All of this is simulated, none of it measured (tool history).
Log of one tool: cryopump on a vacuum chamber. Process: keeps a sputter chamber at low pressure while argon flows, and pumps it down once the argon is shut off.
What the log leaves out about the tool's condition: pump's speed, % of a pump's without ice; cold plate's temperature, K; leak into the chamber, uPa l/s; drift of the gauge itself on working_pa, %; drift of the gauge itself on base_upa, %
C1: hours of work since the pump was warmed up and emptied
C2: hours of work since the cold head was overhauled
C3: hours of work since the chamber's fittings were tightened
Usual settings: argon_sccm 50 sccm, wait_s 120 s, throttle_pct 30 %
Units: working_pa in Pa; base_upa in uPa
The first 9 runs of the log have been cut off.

{"run": 10, "hour": 138.1, "argon_sccm": 23, "wait_s": 120, "throttle_pct": 30, "C1": 454, "C2": 454, "C3": 249, "working_pa": 0.0867, "base_upa": 0.92}
{"run": 11, "hour": 154.2, "argon_sccm": 23, "wait_s": 120, "throttle_pct": 30, "C1": 466, "C2": 466, "C3": 262, "working_pa": 0.0872, "base_upa": 0.93}
{"run": 12, "hour": 170.8, "argon_sccm": 23, "wait_s": 120, "throttle_pct": 30, "C1": 479, "C2": 479, "C3": 275, "working_pa": 0.0865, "base_upa": 0.94}
{"run": 13, "hour": 188.7, "argon_sccm": 23, "wait_s": 120, "throttle_pct": 30, "C1": 493, "C2": 493, "C3": 289, "working_pa": 0.0866, "base_upa": 0.91}
{"run": 14, "hour": 201.2, "argon_sccm": 50, "wait_s": 120, "throttle_pct": 30, "C1": 503, "C2": 503, "C3": 299, "working_pa": 0.1893, "base_upa": 0.99}
{"run": 15, "hour": 212.2, "argon_sccm": 50, "wait_s": 120, "throttle_pct": 44, "C1": 512, "C2": 512, "C3": 307, "working_pa": 0.131, "base_upa": 0.98}
{"run": 16, "hour": 224.1, "argon_sccm": 50, "wait_s": 120, "throttle_pct": 44, "C1": 521, "C2": 521, "C3": 317, "working_pa": 0.131, "base_upa": 1.02}
{"run": 17, "hour": 245.3, "argon_sccm": 50, "wait_s": 120, "throttle_pct": 44, "C1": 537, "C2": 537, "C3": 333, "working_pa": 0.1321, "base_upa": 1.05}
{"run": 18, "hour": 263.0, "argon_sccm": 50, "wait_s": 45, "throttle_pct": 15, "C1": 551, "C2": 551, "C3": 347, "working_pa": 0.3712, "base_upa": 1.45}
{"run": 19, "hour": 282.0, "argon_sccm": 50, "wait_s": 45, "throttle_pct": 15, "C1": 566, "C2": 566, "C3": 362, "working_pa": 0.37, "base_upa": 1.55}
{"run": 20, "hour": 295.8, "argon_sccm": 20, "wait_s": 21, "throttle_pct": 27, "C1": 577, "C2": 577, "C3": 373, "working_pa": 0.0844, "base_upa": 2.28}
{"run": 21, "hour": 314.9, "argon_sccm": 28, "wait_s": 66, "throttle_pct": 27, "C1": 592, "C2": 592, "C3": 388, "working_pa": 0.1193, "base_upa": 1.36}
{"run": 22, "hour": 328.5, "argon_sccm": 52, "wait_s": 66, "throttle_pct": 18, "C1": 603, "C2": 603, "C3": 398, "working_pa": 0.3251, "base_upa": 1.41}
{"run": 23, "hour": 340.3, "argon_sccm": 69, "wait_s": 126, "throttle_pct": 44, "C1": 612, "C2": 612, "C3": 407, "working_pa": 0.182, "base_upa": 1.24}
{"run": 24, "hour": 351.6, "argon_sccm": 43, "wait_s": 235, "throttle_pct": 44, "C1": 621, "C2": 621, "C3": 416, "working_pa": 0.1139, "base_upa": 1.05}
{"run": 25, "hour": 370.0, "argon_sccm": 50, "wait_s": 224, "throttle_pct": 30, "C1": 635, "C2": 635, "C3": 431, "working_pa": 0.1921, "base_upa": 1.16}
{"run": 26, "hour": 388.6, "argon_sccm": 50, "wait_s": 224, "throttle_pct": 30, "C1": 649, "C2": 649, "C3": 445, "working_pa": 0.191, "base_upa": 1.21}
{"run": 27, "hour": 401.6, "argon_sccm": 98, "wait_s": 128, "throttle_pct": 30, "C1": 660, "C2": 660, "C3": 455, "working_pa": 0.3746, "base_upa": 1.31}
{"run": 28, "hour": 411.5, "argon_sccm": 50, "wait_s": 194, "throttle_pct": 23, "C1": 667, "C2": 667, "C3": 463, "working_pa": 0.2465, "base_upa": 1.2}
{"run": 29, "hour": 432.4, "argon_sccm": 50, "wait_s": 194, "throttle_pct": 23, "C1": 684, "C2": 684, "C3": 479, "working_pa": 0.2463, "base_upa": 1.26}
{"run": 30, "hour": 449.7, "argon_sccm": 50, "wait_s": 21, "throttle_pct": 59, "C1": 697, "C2": 697, "C3": 493, "working_pa": 0.101, "base_upa": 2.52}
{"run": 31, "hour": 460.9, "argon_sccm": 50, "wait_s": 21, "throttle_pct": 59, "C1": 706, "C2": 706, "C3": 502, "working_pa": 0.1016, "base_upa": 2.47}
{"run": 32, "hour": 479.6, "argon_sccm": 50, "wait_s": 120, "throttle_pct": 50, "C1": 721, "C2": 721, "C3": 516, "working_pa": 0.118, "base_upa": 1.43}
{"run": 33, "hour": 494.6, "argon_sccm": 96, "wait_s": 120, "throttle_pct": 22, "C1": 732, "C2": 732, "C3": 528, "working_pa": 0.4959, "base_upa": 1.4}
{"run": 34, "hour": 510.3, "argon_sccm": 26, "wait_s": 22, "throttle_pct": 59, "C1": 745, "C2": 745, "C3": 540, "working_pa": 0.0528, "base_upa": 2.56}

Predict each of these 4 candidate next runs independently; none follows another, all start after run 34:
{"run": "A", "hour": 531.2, "argon_sccm": 36, "wait_s": 226, "throttle_pct": 41, "C1": 761, "C2": 761, "C3": 557, "working_pa": "?", "base_upa": "?"}
{"run": "B", "hour": 531.2, "argon_sccm": 50, "wait_s": 131, "throttle_pct": 30, "C1": 761, "C2": 761, "C3": 557, "working_pa": "?", "base_upa": "?"}
{"run": "C", "hour": 531.2, "argon_sccm": 26, "wait_s": 120, "throttle_pct": 32, "C1": 761, "C2": 761, "C3": 557, "working_pa": "?", "base_upa": "?"}
{"run": "D", "hour": 531.2, "argon_sccm": 26, "wait_s": 60, "throttle_pct": 17, "C1": 761, "C2": 761, "C3": 557, "working_pa": "?", "base_upa": "?"}

run=A working_pa=0.104 base_upa=1.35
run=B working_pa=0.1932 base_upa=1.53
run=C working_pa=0.0942 base_upa=1.49
run=D working_pa=0.1724 base_upa=1.77
Without the tool's unlogged condition, the same runs would have read:
run=A working_pa=0.0971 base_upa=0.32
run=B working_pa=0.1836 base_upa=0.44
run=C working_pa=0.0892 base_upa=0.42
run=D working_pa=0.1674 base_upa=0.71
